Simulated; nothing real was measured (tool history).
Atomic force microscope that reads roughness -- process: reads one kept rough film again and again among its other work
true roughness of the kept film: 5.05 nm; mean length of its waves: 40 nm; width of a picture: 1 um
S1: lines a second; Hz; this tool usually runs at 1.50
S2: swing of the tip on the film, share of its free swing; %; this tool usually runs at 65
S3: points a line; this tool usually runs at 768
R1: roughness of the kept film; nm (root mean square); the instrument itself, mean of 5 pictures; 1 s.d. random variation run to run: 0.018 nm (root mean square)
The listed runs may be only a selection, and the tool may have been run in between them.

run	day	S1	S2	S3	R1
1	0.000	1.50	65	768	3.639
2	0.417	1.50	65	768	3.527
# day 0.779: new tip fitted
3	0.846	0.65	65	768	4.481
4	1.192	0.65	65	768	4.306
5	1.438	1.50	65	887	4.076
6	1.975	1.50	65	887	3.910
7	2.200	1.50	65	768	3.821
8	2.608	1.50	65	768	3.740
9	3.054	1.50	65	768	3.610
10	3.421	1.50	65	768	3.536
# day 3.717: new tip fitted
11	3.938	1.50	65	768	4.201
12	4.338	1.50	76	526	3.849
13	4.758	1.50	76	526	3.723
14	4.988	1.74	65	277	3.797
15	5.404	2.05	81	768	3.251
16	5.821	0.57	59	768	3.831
17	6.346	0.57	59	768	3.710
18	6.571	0.57	59	768	3.667
# day 6.662: new tip fitted
19	7.088	0.57	70	768	4.313
20	7.346	0.57	70	768	4.156
21	7.792	0.57	70	768	4.082

What if the next run were any one of these 5? Each begins from the tool's condition after run 21:
A	8.283	1.50	81	768	?
B	8.283	0.59	73	797	?
C	8.283	0.64	56	768	?
D	8.283	0.58	74	768	?
E	8.283	0.84	61	768	?

run	R1
A	3.473
B	3.907
C	4.001
D	3.885
E	3.955
Without the tool's hidden state the same runs would have given:
run	R1
A	3.956
B	4.451
C	4.558
D	4.425
E	4.505
